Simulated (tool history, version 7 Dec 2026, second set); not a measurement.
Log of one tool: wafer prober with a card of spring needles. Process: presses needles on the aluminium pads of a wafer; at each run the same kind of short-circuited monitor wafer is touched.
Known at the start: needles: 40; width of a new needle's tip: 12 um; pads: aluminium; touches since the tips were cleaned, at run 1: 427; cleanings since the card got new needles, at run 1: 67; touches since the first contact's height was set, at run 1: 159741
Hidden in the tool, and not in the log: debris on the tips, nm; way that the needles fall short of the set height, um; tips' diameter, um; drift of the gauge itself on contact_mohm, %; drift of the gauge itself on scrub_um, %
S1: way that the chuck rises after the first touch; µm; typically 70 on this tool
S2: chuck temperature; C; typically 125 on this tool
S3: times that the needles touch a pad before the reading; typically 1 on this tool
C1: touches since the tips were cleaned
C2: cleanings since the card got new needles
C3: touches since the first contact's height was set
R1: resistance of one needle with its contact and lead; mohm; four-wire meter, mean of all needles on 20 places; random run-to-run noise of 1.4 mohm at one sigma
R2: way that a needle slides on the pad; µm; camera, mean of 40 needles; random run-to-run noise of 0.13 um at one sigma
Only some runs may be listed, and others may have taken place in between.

run 1 hour=0 | S1=70 S2=125 S3=1 | C1=427 C2=67 C3=159741 | R1=128 R2=16
-- hour=3.2 tips cleaned on abrasive film
-- hour=7.4 tips cleaned on abrasive film
run 2 hour=10.3 | S1=70 S2=125 S3=1 | C1=1631 C2=69 C3=165311 | R1=145 R2=15.99
-- hour=11.2 tips cleaned on abrasive film
-- hour=15.2 tips cleaned on abrasive film
-- hour=19.3 tips cleaned on abrasive film
run 3 hour=22.7 | S1=70 S2=125 S3=1 | C1=1844 C2=72 C3=171921 | R1=152 R2=15.98
-- hour=23.6 tips cleaned on abrasive film
-- hour=27.6 tips cleaned on abrasive film
-- hour=31.3 tips cleaned on abrasive film
run 4 hour=31.3 | S1=70 S2=125 S3=1 | C1=0 C2=75 C3=176488 | R1=122 R2=15.9
-- hour=35.2 tips cleaned on abrasive film
-- hour=39.4 tips cleaned on abrasive film
run 5 hour=41.1 | S1=70 S2=125 S3=1 | C1=903 C2=77 C3=181774 | R1=140 R2=15.77
-- hour=43.5 tips cleaned on abrasive film
run 6 hour=47 | S1=70 S2=125 S3=1 | C1=1920 C2=78 C3=184964 | R1=148 R2=15.85
-- hour=47.8 tips cleaned on abrasive film
-- hour=51.6 tips cleaned on abrasive film
-- hour=55.6 tips cleaned on abrasive film
run 7 hour=57.7 | S1=70 S2=41 S3=1 | C1=1207 C2=81 C3=190720 | R1=135 R2=15.52
-- hour=59.2 tips cleaned on abrasive film
-- hour=63.5 tips cleaned on abrasive film
run 8 hour=66.7 | S1=70 S2=41 S3=1 | C1=1740 C2=83 C3=195539 | R1=138 R2=15.58
-- hour=67.7 tips cleaned on abrasive film
-- hour=72.1 tips cleaned on abrasive film
run 9 hour=73.4 | S1=70 S2=125 S3=2 | C1=767 C2=85 C3=199132 | R1=131 R2=15.68
-- hour=75.8 tips cleaned on abrasive film
-- hour=80 tips cleaned on abrasive film
-- hour=84.2 tips cleaned on abrasive film
run 10 hour=85.8 | S1=70 S2=125 S3=2 | C1=896 C2=88 C3=205753 | R1=133 R2=15.43
-- hour=88.1 tips cleaned on abrasive film
-- hour=92.6 tips cleaned on abrasive film
run 11 hour=95 | S1=70 S2=85 S3=1 | C1=1301 C2=90 C3=210688 | R1=142 R2=15.51
-- hour=96.8 tips cleaned on abrasive film
-- hour=100.9 tips cleaned on abrasive film
-- hour=104.9 tips cleaned on abrasive film
run 12 hour=105.4 | S1=70 S2=85 S3=2 | C1=263 C2=93 C3=216243 | R1=125 R2=15.41
-- hour=109 tips cleaned on abrasive film
-- hour=113.1 tips cleaned on abrasive film
run 13 hour=115.7 | S1=70 S2=85 S3=2 | C1=1436 C2=95 C3=221802 | R1=132 R2=15.17
-- hour=117.5 tips cleaned on abrasive film
-- hour=121.2 tips cleaned on abrasive film
-- hour=125 tips cleaned on abrasive film
run 14 hour=125 | S1=70 S2=85 S3=2 | C1=0 C2=98 C3=226773 | R1=119 R2=15.4
-- hour=129.2 tips cleaned on abrasive film
-- hour=133.1 tips cleaned on abrasive film
run 15 hour=134.6 | S1=90 S2=125 S3=2 | C1=847 C2=100 C3=231948 | R1=124 R2=20.11
-- hour=137 tips cleaned on abrasive film
-- hour=141.3 tips cleaned on abrasive film
run 16 hour=144 | S1=77 S2=125 S3=1 | C1=1476 C2=102 C3=236980 | R1=145 R2=17.14
-- hour=145.8 tips cleaned on abrasive film
-- hour=149.9 tips cleaned on abrasive film
run 17 hour=152.1 | S1=77 S2=125 S3=1 | C1=1181 C2=104 C3=241315 | R1=140 R2=16.9
-- hour=153.9 tips cleaned on abrasive film
-- hour=157.9 tips cleaned on abrasive film
-- hour=161.6 tips cleaned on abrasive film
-- hour=162.6 height of the first contact set anew
run 18 hour=163.9 | S1=52 S2=29 S3=2 | C1=1107 C2=107 C3=723 | R1=135 R2=12.84
-- hour=165.8 tips cleaned on abrasive film
-- hour=170 tips cleaned on abrasive film
run 19 hour=170.3 | S1=53 S2=125 S3=1 | C1=135 C2=109 C3=4102 | R1=133 R2=13.02
-- hour=174.1 tips cleaned on abrasive film
-- hour=177.9 tips cleaned on abrasive film
-- hour=182.1 tips cleaned on abrasive film
run 20 hour=182.1 | S1=60 S2=28 S3=1 | C1=33 C2=112 C3=10461 | R1=115 R2=14.47
-- hour=186.1 tips cleaned on abrasive film
-- hour=190.3 tips cleaned on abrasive film
run 21 hour=192.3 | S1=60 S2=28 S3=1 | C1=1079 C2=114 C3=15921 | R1=135 R2=14.42
-- hour=194.7 tips cleaned on abrasive film
-- hour=198.9 tips cleaned on abrasive film
-- hour=203.3 tips cleaned on abrasive film
run 22 hour=203.3 | S1=60 S2=28 S3=1 | C1=22 C2=117 C3=21841 | R1=114 R2=14.64
-- hour=207.7 tips cleaned on abrasive film
run 23 hour=208.7 | S1=60 S2=28 S3=1 | C1=552 C2=118 C3=24741 | R1=127 R2=14.8
-- hour=212 tips cleaned on abrasive film
run 24 hour=214.1 | S1=60 S2=28 S3=1 | C1=1150 C2=119 C3=27640 | R1=144 R2=14.57
-- hour=216.1 tips cleaned on abrasive film
-- hour=220 tips cleaned on abrasive film
-- hour=223.9 tips cleaned on abrasive film
run 25 hour=226.4 | S1=60 S2=27 S3=2 | C1=1384 C2=122 C3=34248 | R1=131 R2=14.33
-- hour=227.9 tips cleaned on abrasive film
-- hour=231.9 tips cleaned on abrasive film
-- hour=235.7 tips cleaned on abrasive film
run 26 hour=239.1 | S1=60 S2=27 S3=2 | C1=1885 C2=125 C3=41086 | R1=137 R2=14.44
-- hour=239.8 tips cleaned on abrasive film
-- hour=243.5 tips cleaned on abrasive film
-- hour=247.4 tips cleaned on abrasive film
-- hour=251.3 tips cleaned on abrasive film
run 27 hour=251.4 | S1=60 S2=27 S3=2 | C1=78 C2=129 C3=47622 | R1=113 R2=14.26
-- hour=255.5 tips cleaned on abrasive film
-- hour=259.5 tips cleaned on abrasive film
run 28 hour=261.3 | S1=60 S2=27 S3=2 | C1=1004 C2=131 C3=52953 | R1=130 R2=14.32

4 options for the next run, each taken on its own from the tool as it stands now. Forecast them:
-- hour=263.2 tips cleaned on abrasive film
-- hour=267.1 tips cleaned on abrasive film
-- hour=270.9 tips cleaned on abrasive film
run A hour=270.9 | S1=64 S2=64 S3=1 | C1=0 C2=134 C3=58057 | R1=? R2=?
-- hour=263.2 tips cleaned on abrasive film
-- hour=267.1 tips cleaned on abrasive film
-- hour=270.9 tips cleaned on abrasive film
run B hour=270.9 | S1=70 S2=125 S3=2 | C1=0 C2=134 C3=58057 | R1=? R2=?
-- hour=263.2 tips cleaned on abrasive film
-- hour=267.1 tips cleaned on abrasive film
-- hour=270.9 tips cleaned on abrasive film
run C hour=270.9 | S1=60 S2=27 S3=3 | C1=0 C2=134 C3=58057 | R1=? R2=?
-- hour=263.2 tips cleaned on abrasive film
-- hour=267.1 tips cleaned on abrasive film
-- hour=270.9 tips cleaned on abrasive film
run D hour=270.9 | S1=71 S2=90 S3=2 | C1=0 C2=134 C3=58057 | R1=? R2=?

run=A R1=120 R2=15.23
run=B R1=125 R2=16.72
run=C R1=111 R2=14.17
run=D R1=118 R2=17.13
Stripped of hidden state, with their random variation kept, the same runs would have yielded:
run=A R1=110 R2=15.8
run=B R1=118 R2=17.29
run=C R1=105 R2=14.74
run=D R1=112 R2=17.7
